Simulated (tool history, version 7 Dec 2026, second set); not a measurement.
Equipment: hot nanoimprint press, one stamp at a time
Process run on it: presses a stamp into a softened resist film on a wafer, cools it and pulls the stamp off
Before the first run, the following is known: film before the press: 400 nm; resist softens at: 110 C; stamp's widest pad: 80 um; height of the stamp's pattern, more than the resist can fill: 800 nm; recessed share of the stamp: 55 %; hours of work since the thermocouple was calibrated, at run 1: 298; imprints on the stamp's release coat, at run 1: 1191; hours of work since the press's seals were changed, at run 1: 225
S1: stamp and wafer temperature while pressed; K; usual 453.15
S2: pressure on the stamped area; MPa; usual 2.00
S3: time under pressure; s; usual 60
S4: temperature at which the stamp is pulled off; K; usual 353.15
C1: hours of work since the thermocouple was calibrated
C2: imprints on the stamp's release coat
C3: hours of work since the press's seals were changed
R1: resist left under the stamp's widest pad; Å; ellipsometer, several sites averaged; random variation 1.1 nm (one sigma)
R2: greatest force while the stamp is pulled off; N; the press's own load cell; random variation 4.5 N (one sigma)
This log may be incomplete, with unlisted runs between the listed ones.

run,hour,S1,S2,S3,S4,C1,C2,C3,R1,R2
1,0.0,453.15,2.00,60,353.15,298,1191,225,1725,214
2,52.9,453.15,2.00,70,353.15,338,1350,265,1619,221
3,97.5,453.15,2.00,70,353.15,372,1485,299,1626,224
4,151.9,448.15,2.00,60,353.15,413,1650,340,2158,220
5,176.1,453.15,2.68,60,353.15,432,1723,358,1472,223
6,216.8,453.15,2.00,60,341.15,463,1846,389,1721,261
7,255.2,453.15,2.00,60,341.15,492,1962,418,1740,246
8,283.2,453.15,2.00,60,353.15,513,2047,439,1703,215
9,310.5,453.15,2.00,60,353.15,534,2129,460,1708,224
# hour 322.4: stamp cleaned and given a new release coat
# hour 328.8: plate thermocouple calibrated
10,374.0,453.15,2.00,60,353.15,34,147,501,1727,226
11,413.3,453.15,2.00,60,356.15,64,266,531,1706,213
# hour 473.7: press's hydraulic seals changed and the load cell set to zero
12,474.1,453.15,2.00,60,356.15,104,425,0,1721,208
13,508.2,456.15,2.00,60,356.15,130,529,26,1470,214
14,555.3,456.15,2.00,60,356.15,166,671,62,1492,209
15,587.2,456.15,2.00,60,357.15,190,767,86,1465,210
16,614.1,456.15,2.00,60,338.15,210,849,106,1473,263
17,649.5,456.15,2.00,60,338.15,237,956,133,1494,265
18,679.0,456.15,2.00,60,338.15,259,1045,156,1502,257
19,732.2,456.15,2.00,60,344.15,300,1206,196,1485,243
20,788.0,456.15,2.00,60,344.15,342,1375,238,1493,241
21,841.0,453.15,1.42,45,344.15,382,1535,278,2191,243
22,865.6,453.15,2.23,57,350.15,401,1609,297,1640,225
23,915.4,453.15,2.00,104,353.15,438,1760,335,1381,218
24,960.0,459.15,2.00,60,353.15,472,1895,369,1319,228
25,990.0,459.15,2.00,60,353.15,495,1985,391,1293,217
26,1026.8,445.15,1.95,33,355.15,523,2096,419,2900,218
# hour 1047.8: stamp cleaned and given a new release coat
# hour 1060.0: plate thermocouple calibrated
27,1067.0,453.15,2.00,46,339.15,5,49,443,1898,253
28,1110.0,454.15,2.00,60,353.15,38,179,475,1622,214
29,1162.4,451.15,1.36,40,353.15,78,337,515,2527,230

Take each entry between the runs: how does the hidden state at the last listed run before it differ from the hidden state at the first listed run after it?
Logged between run 9 and run 10: stamp cleaned and given a new release coat (hour 322.4); plate thermocouple calibrated (hour 328.8)
  true temperature over the reading, C: -0.01 -> 0; grip of the stamp's worn release coat, % over a new coat's: 0.7 -> 0
Logged between run 11 and run 12: press's hydraulic seals changed and the load cell set to zero (hour 473.7)
  pressure that arrives at the usual setting, %: 99.96 -> 100
Logged between run 26 and run 27: stamp cleaned and given a new release coat (hour 1047.8); plate thermocouple calibrated (hour 1060.0)
  true temperature over the reading, C: -0.01 -> 0; grip of the stamp's worn release coat, % over a new coat's: 0.7 -> 0
